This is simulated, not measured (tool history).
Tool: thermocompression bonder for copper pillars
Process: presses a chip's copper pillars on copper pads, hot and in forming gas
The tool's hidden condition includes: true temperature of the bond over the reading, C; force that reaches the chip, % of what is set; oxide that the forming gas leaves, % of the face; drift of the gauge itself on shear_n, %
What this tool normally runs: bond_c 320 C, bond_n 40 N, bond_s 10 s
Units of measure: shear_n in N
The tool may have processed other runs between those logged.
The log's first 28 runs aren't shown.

| run | hour | bond_c | bond_n | bond_s | hours of work since the heater was calibrated | hours of work since the force cell was calibrated | hours of work since the gas filter was changed | shear_n |
|---|---|---|---|---|---|---|---|---|
| 29 | 1410.5 | 320 | 30 | 6 | 68 | 96 | 101 | 36.6 |
|  | 1436.9 | forming gas filter changed |
| 30 | 1480.2 | 314 | 30 | 6 | 121 | 150 | 33 | 35.0 |
| 31 | 1545.4 | 306 | 40 | 10 | 172 | 200 | 84 | 45.5 |
| 32 | 1588.5 | 306 | 40 | 10 | 205 | 233 | 117 | 44.7 |
|  | 1596.5 | forming gas filter changed |
| 33 | 1647.6 | 320 | 40 | 12 | 250 | 279 | 39 | 56.3 |
| 34 | 1682.0 | 297 | 51 | 11 | 277 | 305 | 66 | 49.6 |
| 35 | 1723.8 | 297 | 51 | 11 | 309 | 337 | 98 | 48.9 |
|  | 1753.3 | forming gas filter changed |
| 36 | 1772.7 | 321 | 40 | 29 | 346 | 375 | 15 | 70.6 |
| 37 | 1816.0 | 322 | 35 | 11 | 380 | 408 | 48 | 52.3 |
| 38 | 1869.5 | 333 | 46 | 22 | 421 | 450 | 90 | 72.8 |

Below are 4 alternative next runs, each starting from the tool's condition after run 38. Predict each:
|  | 1909.2 | forming gas filter changed |
| A | 1941.4 | 333 | 46 | 28 | 476 | 505 | 25 | ? |
|  | 1909.2 | forming gas filter changed |
| B | 1941.4 | 319 | 25 | 8 | 476 | 505 | 25 | ? |
|  | 1909.2 | forming gas filter changed |
| C | 1941.4 | 320 | 47 | 7 | 476 | 505 | 25 | ? |
|  | 1909.2 | forming gas filter changed |
| D | 1941.4 | 333 | 32 | 22 | 476 | 505 | 25 | ? |

| run | shear_n |
|---|---|
| A | 77.0 |
| B | 36.9 |
| C | 53.5 |
| D | 65.7 |
What these runs would have given with no unlogged condition in the tool:
| run | shear_n |
|---|---|
| A | 77.6 |
| B | 36.9 |
| C | 53.7 |
| D | 66.1 |
